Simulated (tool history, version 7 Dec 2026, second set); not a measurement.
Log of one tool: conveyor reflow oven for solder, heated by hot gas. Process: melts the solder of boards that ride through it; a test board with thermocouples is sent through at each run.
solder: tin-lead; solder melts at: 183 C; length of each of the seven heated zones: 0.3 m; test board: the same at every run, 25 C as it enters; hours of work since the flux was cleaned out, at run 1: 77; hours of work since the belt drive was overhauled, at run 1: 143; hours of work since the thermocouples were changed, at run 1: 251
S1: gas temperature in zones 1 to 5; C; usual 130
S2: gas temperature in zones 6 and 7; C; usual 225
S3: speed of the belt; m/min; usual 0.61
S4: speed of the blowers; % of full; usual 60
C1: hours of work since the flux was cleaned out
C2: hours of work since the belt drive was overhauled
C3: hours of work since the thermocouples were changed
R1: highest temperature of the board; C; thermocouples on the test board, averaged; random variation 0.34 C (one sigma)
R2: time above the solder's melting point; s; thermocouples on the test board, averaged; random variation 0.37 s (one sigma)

{"run": 1, "day": 0.0, "S1": 130, "S2": 225, "S3": 0.61, "S4": 60, "C1": 77, "C2": 143, "C3": 251, "R1": 204.7, "R2": 31.5}
{"run": 2, "day": 1.771, "S1": 130, "S2": 225, "S3": 0.61, "S4": 52, "C1": 103, "C2": 169, "C3": 277, "R1": 201.2, "R2": 28.6}
{"run": 3, "day": 2.958, "S1": 130, "S2": 225, "S3": 0.61, "S4": 52, "C1": 120, "C2": 186, "C3": 294, "R1": 201.3, "R2": 28.4}
{"run": 4, "day": 3.829, "S1": 130, "S2": 225, "S3": 0.61, "S4": 52, "C1": 133, "C2": 199, "C3": 307, "R1": 201.5, "R2": 28.5}
{"run": 5, "day": 5.358, "S1": 130, "S2": 225, "S3": 0.61, "S4": 52, "C1": 155, "C2": 221, "C3": 329, "R1": 202, "R2": 27.8}
{"run": 6, "day": 6.988, "S1": 130, "S2": 225, "S3": 0.61, "S4": 52, "C1": 179, "C2": 245, "C3": 353, "R1": 201.3, "R2": 27.9}
{"run": 7, "day": 8.608, "S1": 130, "S2": 225, "S3": 0.61, "S4": 56, "C1": 203, "C2": 269, "C3": 377, "R1": 202.4, "R2": 30.4}
{"run": 8, "day": 9.633, "S1": 130, "S2": 225, "S3": 0.61, "S4": 56, "C1": 218, "C2": 284, "C3": 391, "R1": 202.8, "R2": 30.2}
{"run": 9, "day": 11.054, "S1": 130, "S2": 225, "S3": 0.61, "S4": 56, "C1": 238, "C2": 304, "C3": 412, "R1": 202.1, "R2": 29.5}
{"run": 10, "day": 12.212, "S1": 130, "S2": 227, "S3": 0.61, "S4": 60, "C1": 255, "C2": 321, "C3": 429, "R1": 205.8, "R2": 32.2}
{"run": 11, "day": 14.029, "S1": 130, "S2": 227, "S3": 0.61, "S4": 60, "C1": 282, "C2": 348, "C3": 456, "R1": 205.1, "R2": 32.9}
{"run": 12, "day": 15.225, "S1": 130, "S2": 225, "S3": 0.556, "S4": 60, "C1": 299, "C2": 365, "C3": 473, "R1": 206.7, "R2": 37.8}
{"run": 13, "day": 17.004, "S1": 130, "S2": 225, "S3": 0.55, "S4": 60, "C1": 325, "C2": 391, "C3": 499, "R1": 207.2, "R2": 38.6}
{"run": 14, "day": 18.271, "S1": 130, "S2": 225, "S3": 0.61, "S4": 60, "C1": 343, "C2": 409, "C3": 517, "R1": 203.4, "R2": 32}
{"run": 15, "day": 19.5, "S1": 130, "S2": 225, "S3": 0.61, "S4": 60, "C1": 361, "C2": 427, "C3": 535, "R1": 203.8, "R2": 31.4}
{"run": 16, "day": 20.692, "S1": 130, "S2": 225, "S3": 0.61, "S4": 56, "C1": 379, "C2": 445, "C3": 553, "R1": 202.2, "R2": 30.2}
{"day": 21.662, "done": "flux residue cleaned out of gas plates and filters"}
{"run": 17, "day": 21.904, "S1": 139, "S2": 238, "S3": 0.541, "S4": 55, "C1": 4, "C2": 459, "C3": 567, "R1": 221.6, "R2": 52.1}
{"run": 18, "day": 23.133, "S1": 139, "S2": 238, "S3": 0.541, "S4": 55, "C1": 21, "C2": 477, "C3": 585, "R1": 221.6, "R2": 52.6}
{"run": 19, "day": 24.504, "S1": 130, "S2": 225, "S3": 0.61, "S4": 80, "C1": 41, "C2": 497, "C3": 605, "R1": 210.8, "R2": 39.8}
{"run": 20, "day": 25.775, "S1": 124, "S2": 227, "S3": 0.505, "S4": 71, "C1": 60, "C2": 516, "C3": 624, "R1": 216.1, "R2": 49.8}
{"run": 21, "day": 27.275, "S1": 124, "S2": 227, "S3": 0.505, "S4": 71, "C1": 82, "C2": 538, "C3": 645, "R1": 216.4, "R2": 50.1}
{"run": 22, "day": 29.062, "S1": 124, "S2": 227, "S3": 0.505, "S4": 71, "C1": 108, "C2": 564, "C3": 672, "R1": 215.9, "R2": 50.3}
{"run": 23, "day": 30.042, "S1": 127, "S2": 235, "S3": 0.66, "S4": 55, "C1": 122, "C2": 578, "C3": 686, "R1": 207.9, "R2": 31.1}
{"run": 24, "day": 30.817, "S1": 127, "S2": 235, "S3": 0.66, "S4": 55, "C1": 133, "C2": 589, "C3": 697, "R1": 208.4, "R2": 31}
{"run": 25, "day": 32.321, "S1": 115, "S2": 225, "S3": 0.553, "S4": 73, "C1": 155, "C2": 611, "C3": 719, "R1": 210.8, "R2": 39.2}

The same runs without the tool's hidden state, with the same run-to-run variation:
The hidden state here: heat that the gas passes to the board, % of a clean oven's; belt's true speed, % of the reading; true gas temperature in zones 6 and 7 over the reading, C; drift of the gauge itself on peak_c, C; drift of the gauge itself on liquid_s, %.
run=1 R1=204.7 R2=31.6
run=2 R1=201.2 R2=28.7
run=3 R1=201.3 R2=28.5
run=4 R1=201.6 R2=28.6
run=5 R1=202.1 R2=28.1
run=6 R1=201.4 R2=28.1
run=7 R1=202.6 R2=30.7
run=8 R1=203.1 R2=30.7
run=9 R1=202.5 R2=30
run=10 R1=206.3 R2=32.8
run=11 R1=205.7 R2=33.6
run=12 R1=207.1 R2=38.3
run=13 R1=207.6 R2=39.2
run=14 R1=204.1 R2=32.9
run=15 R1=204.5 R2=32.3
run=16 R1=202.9 R2=31.1
run=17 R1=219.6 R2=50.4
run=18 R1=219.6 R2=50.8
run=19 R1=209 R2=38.2
run=20 R1=214.1 R2=48
run=21 R1=214.5 R2=48.3
run=22 R1=214 R2=48.6
run=23 R1=206.3 R2=29.5
run=24 R1=206.9 R2=29.5
run=25 R1=209.2 R2=37.7

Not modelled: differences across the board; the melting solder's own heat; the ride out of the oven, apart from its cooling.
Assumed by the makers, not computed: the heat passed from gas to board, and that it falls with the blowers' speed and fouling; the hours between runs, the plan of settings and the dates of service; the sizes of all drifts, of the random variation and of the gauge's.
